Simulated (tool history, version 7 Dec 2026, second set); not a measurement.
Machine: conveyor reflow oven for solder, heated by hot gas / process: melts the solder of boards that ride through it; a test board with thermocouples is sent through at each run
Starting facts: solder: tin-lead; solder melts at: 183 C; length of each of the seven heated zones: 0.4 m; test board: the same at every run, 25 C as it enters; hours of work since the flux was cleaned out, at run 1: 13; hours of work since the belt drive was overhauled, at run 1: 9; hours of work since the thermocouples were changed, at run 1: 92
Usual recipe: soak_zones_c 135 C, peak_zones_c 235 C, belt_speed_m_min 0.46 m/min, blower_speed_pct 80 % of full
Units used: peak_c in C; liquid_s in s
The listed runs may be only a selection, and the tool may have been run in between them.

run,day,soak_zones_c,peak_zones_c,belt_speed_m_min,blower_speed_pct,hours of work since the flux was cleaned out,hours of work since the belt drive was overhauled,hours of work since the thermocouples were changed,peak_c,liquid_s
1,0,135,235,0.46,80,13,9,92,224.5,84.7
2,0.192,135,235,0.46,80,16,13,96,224.6,84.5
3,0.421,135,235,0.46,80,20,17,100,224.6,84.6
4,0.604,135,235,0.544,80,24,20,103,219.1,67
5,0.792,135,232,0.46,80,27,24,107,221.9,82.5
6,1.058,135,232,0.502,80,32,29,112,219.2,72.5
7,1.35,125,232,0.502,80,37,34,117,217.4,67.7
8,1.762,125,232,0.502,80,45,41,124,217,67.9
9,2.125,135,235,0.46,57,51,48,131,217.6,77.4
10,2.471,135,235,0.46,57,58,54,137,217.7,77.4
11,2.733,135,235,0.46,80,62,59,142,224,85
12,3.004,135,235,0.46,80,67,64,147,223.4,84.4
13,3.233,135,235,0.46,80,71,68,151,223,85.2
14,3.575,135,235,0.46,80,78,74,157,224.1,84.5
15,3.975,135,235,0.46,80,85,82,165,223.2,84.2
16,4.204,135,235,0.46,80,89,86,169,223.7,84.4
17,4.425,127,230,0.47,51,93,90,173,208.6,60.2
18,4.804,127,230,0.47,51,100,97,180,208.3,60.5
19,5.225,135,240,0.46,80,108,104,187,228.4,88.1
20,5.521,139,223,0.418,58,113,110,193,210.4,79.9
21,5.942,139,223,0.407,58,121,117,200,210.4,82.8
22,6.138,135,235,0.544,80,124,121,204,218.3,66.3
23,6.329,128,235,0.439,80,128,124,207,223.4,85.8
24,6.562,128,235,0.439,80,132,129,212,223.4,86
25,6.792,128,237,0.381,80,136,133,216,228.6,105.2
26,7.212,135,249,0.385,60,144,141,223,236.2,112.3
27,7.588,131,245,0.444,60,151,147,230,226.7,88.4
28,8,123,235,0.46,80,158,155,238,222,77.9
# day 8.267: flux residue cleaned out of gas plates and filters
29,8.6,123,235,0.46,80,6,162,245,222.6,80
30,8.796,123,235,0.46,80,10,166,248,222.1,79.7

Here are 5 independent what-if runs from the current tool condition. What would each one return?
A,9.2,141,235,0.399,55,17,173,256,?,?
B,9.2,131,230,0.46,70,17,173,256,?,?
C,9.2,123,240,0.46,80,17,173,256,?,?
D,9.2,139,235,0.39,80,17,173,256,?,?
E,9.2,123,236,0.46,80,17,173,256,?,?

run,peak_c,liquid_s
A,222.5,99.8
B,216.8,76.4
C,226.8,82.9
D,227.6,107.3
E,223.6,80
With no hidden state in the tool, these same runs would have given:
run,peak_c,liquid_s
A,223.4,100.4
B,217.8,77.1
C,227.9,83.4
D,228.7,107.7
E,224.6,80.5
